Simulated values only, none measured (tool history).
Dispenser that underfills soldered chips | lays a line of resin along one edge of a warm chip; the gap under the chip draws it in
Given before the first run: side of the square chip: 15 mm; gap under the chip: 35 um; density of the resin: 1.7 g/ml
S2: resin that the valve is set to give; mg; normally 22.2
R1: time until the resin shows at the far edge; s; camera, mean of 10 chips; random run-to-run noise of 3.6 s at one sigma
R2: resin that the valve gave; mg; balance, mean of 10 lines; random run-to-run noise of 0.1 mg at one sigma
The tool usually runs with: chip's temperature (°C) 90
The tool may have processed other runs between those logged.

{"run": 1, "hour": 0.0, "chip's temperature (°C)": 90, "S2": 22.2, "R1": 573.3, "R2": 21.72}
{"hour": 8.3, "done": "new syringe of resin"}
{"run": 2, "hour": 12.7, "chip's temperature (°C)": 90, "S2": 22.2, "R1": 444.8, "R2": 21.78}
{"run": 3, "hour": 20.7, "chip's temperature (°C)": 90, "S2": 22.2, "R1": 645.0, "R2": 21.48}
{"hour": 27.0, "done": "new syringe of resin"}
{"run": 4, "hour": 27.0, "chip's temperature (°C)": 90, "S2": 22.2, "R1": 369.7, "R2": 21.38}
{"run": 5, "hour": 35.2, "chip's temperature (°C)": 90, "S2": 26.0, "R1": 528.4, "R2": 25.09}
{"hour": 45.6, "done": "new syringe of resin"}
{"run": 6, "hour": 45.6, "chip's temperature (°C)": 90, "S2": 26.0, "R1": 373.4, "R2": 25.12}
{"run": 7, "hour": 53.2, "chip's temperature (°C)": 90, "S2": 26.0, "R1": 517.3, "R2": 24.69}
{"run": 8, "hour": 60.9, "chip's temperature (°C)": 90, "S2": 26.0, "R1": 734.1, "R2": 24.89}
{"hour": 64.5, "done": "new syringe of resin"}
{"run": 9, "hour": 68.9, "chip's temperature (°C)": 90, "S2": 26.0, "R1": 455.0, "R2": 24.78}
{"run": 10, "hour": 79.3, "chip's temperature (°C)": 90, "S2": 22.2, "R1": 731.7, "R2": 21.08}
{"hour": 83.0, "done": "new syringe of resin"}
{"run": 11, "hour": 85.2, "chip's temperature (°C)": 90, "S2": 22.2, "R1": 411.3, "R2": 21.05}
{"run": 12, "hour": 92.8, "chip's temperature (°C)": 90, "S2": 22.2, "R1": 587.1, "R2": 20.65}
{"run": 13, "hour": 100.0, "chip's temperature (°C)": 90, "S2": 22.2, "R1": 818.2, "R2": 20.85}
{"hour": 101.6, "done": "new syringe of resin"}
{"hour": 103.8, "done": "dispensing valve cleaned and set on the balance"}
{"run": 14, "hour": 111.8, "chip's temperature (°C)": 90, "S2": 22.2, "R1": 559.9, "R2": 22.25}
{"run": 15, "hour": 118.2, "chip's temperature (°C)": 90, "S2": 23.1, "R1": 742.2, "R2": 22.79}
{"hour": 121.0, "done": "new syringe of resin"}
{"run": 16, "hour": 126.0, "chip's temperature (°C)": 95, "S2": 27.0, "R1": 378.7, "R2": 26.64}
{"run": 17, "hour": 136.3, "chip's temperature (°C)": 92, "S2": 22.1, "R1": 684.7, "R2": 21.89}
{"hour": 140.1, "done": "new syringe of resin"}
{"run": 18, "hour": 142.9, "chip's temperature (°C)": 102, "S2": 22.2, "R1": 269.4, "R2": 21.7}
{"run": 19, "hour": 149.1, "chip's temperature (°C)": 88, "S2": 22.6, "R1": 598.0, "R2": 22.12}
{"hour": 158.4, "done": "new syringe of resin"}
{"run": 20, "hour": 161.9, "chip's temperature (°C)": 88, "S2": 27.7, "R1": 455.2, "R2": 27.16}
{"run": 21, "hour": 171.3, "chip's temperature (°C)": 104, "S2": 28.3, "R1": 381.8, "R2": 27.42}
{"hour": 176.5, "done": "new syringe of resin"}
{"run": 22, "hour": 183.8, "chip's temperature (°C)": 104, "S2": 28.3, "R1": 315.1, "R2": 27.13}

The next listed run, before its measurement:
{"run": 23, "hour": 189.9, "chip's temperature (°C)": 102, "S2": 20.6, "R1": "?", "R2": "?"}

R1: 452.6 s
R2: 19.85 mg
With the hidden condition absent and the run-to-run variation left alone, this run would have shown R1 230.5 s, R2 20.70 mg.

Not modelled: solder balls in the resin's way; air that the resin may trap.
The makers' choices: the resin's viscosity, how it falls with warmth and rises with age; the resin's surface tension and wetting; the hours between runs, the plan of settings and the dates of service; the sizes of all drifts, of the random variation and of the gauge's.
